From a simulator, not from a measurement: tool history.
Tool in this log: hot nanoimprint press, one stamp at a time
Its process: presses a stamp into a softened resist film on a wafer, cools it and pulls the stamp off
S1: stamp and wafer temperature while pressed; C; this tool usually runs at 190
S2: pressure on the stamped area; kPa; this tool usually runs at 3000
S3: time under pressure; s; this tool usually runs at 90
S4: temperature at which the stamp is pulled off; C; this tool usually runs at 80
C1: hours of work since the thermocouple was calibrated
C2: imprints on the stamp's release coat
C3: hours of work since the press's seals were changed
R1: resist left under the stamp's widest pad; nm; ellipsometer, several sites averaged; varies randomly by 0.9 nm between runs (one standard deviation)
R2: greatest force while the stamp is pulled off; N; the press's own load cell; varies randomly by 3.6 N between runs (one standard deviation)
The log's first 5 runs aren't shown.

Run 6, hour 54.7: usual settings; C1 267; C2 1731; C3 334. Result: R1 128.4 nm, R2 216 N.
Run 7, hour 64.7: usual settings but S1 183 C; C1 273; C2 1777; C3 340. Result: R1 161.8 nm, R2 213 N.
Run 8, hour 80.7: usual settings but S1 183 C; C1 283; C2 1850; C3 350. Result: R1 159.3 nm, R2 210 N.
Run 9, hour 94.2: usual settings but S1 181 C; C1 290; C2 1911; C3 357. Result: R1 170.0 nm, R2 214 N.
Run 10, hour 106.1: usual settings but S4 74 C; C1 297; C2 1965; C3 364. Result: R1 128.7 nm, R2 250 N.
Run 11, hour 123.9: usual settings but S4 74 C; C1 308; C2 2046; C3 375. Result: R1 128.5 nm, R2 247 N.
Run 12, hour 139.0: usual settings but S4 74 C; C1 317; C2 2115; C3 384. Result: R1 128.3 nm, R2 250 N.
At hour 156.8: stamp cleaned and given a new release coat.
Run 13, hour 159.9: usual settings; C1 325; C2 14; C3 392. Result: R1 128.4 nm, R2 172 N.
Run 14, hour 170.2: usual settings; C1 331; C2 61; C3 398. Result: R1 129.1 nm, R2 169 N.
Run 15, hour 180.4: usual settings; C1 337; C2 107; C3 404. Result: R1 129.4 nm, R2 177 N.
Run 16, hour 195.5: usual settings; C1 346; C2 175; C3 413. Result: R1 130.1 nm, R2 181 N.
Run 17, hour 205.4: usual settings but S2 2650 kPa; C1 352; C2 221; C3 419. Result: R1 137.3 nm, R2 181 N.
Run 18, hour 216.2: usual settings but S1 193 C, S2 3020 kPa, S3 68 s, S4 88 C; C1 358; C2 270; C3 425. Result: R1 128.8 nm, R2 151 N.
Run 19, hour 226.3: usual settings but S1 195 C, S2 3380 kPa, S3 68 s, S4 88 C; C1 364; C2 316; C3 431. Result: R1 114.2 nm, R2 157 N.
Run 20, hour 238.4: usual settings but S1 195 C, S2 3380 kPa, S3 68 s, S4 88 C; C1 371; C2 370; C3 438. Result: R1 113.4 nm, R2 155 N.
Run 21, hour 249.0: usual settings but S4 65 C; C1 378; C2 419; C3 445. Result: R1 131.2 nm, R2 240 N.
Run 22, hour 262.2: usual settings but S4 65 C; C1 385; C2 479; C3 452. Result: R1 127.6 nm, R2 241 N.
At hour 266.1: plate thermocouple calibrated.
Run 23, hour 275.7: usual settings but S3 60 s, S4 65 C; C1 6; C2 527; C3 458. Result: R1 147.2 nm, R2 251 N.
Run 24, hour 283.7: usual settings but S3 60 s, S4 65 C; C1 10; C2 563; C3 463. Result: R1 147.5 nm, R2 238 N.
At hour 296.8: plate thermocouple calibrated, once more.
Run 25, hour 297.5: usual settings but S3 72 s, S4 73 C; C1 0; C2 612; C3 469. Result: R1 136.6 nm, R2 218 N.

The next listed run, before its measurement:
Run 26, hour 308.6: usual settings but S4 67 C; C1 7; C2 662; C3 476. Result: R1 ?, R2 ?.

{"run 26": {"R1": 125.4, "R2": 238}}
Without the tool's hidden state the same run would have given R1 123.8 nm, R2 221 N.
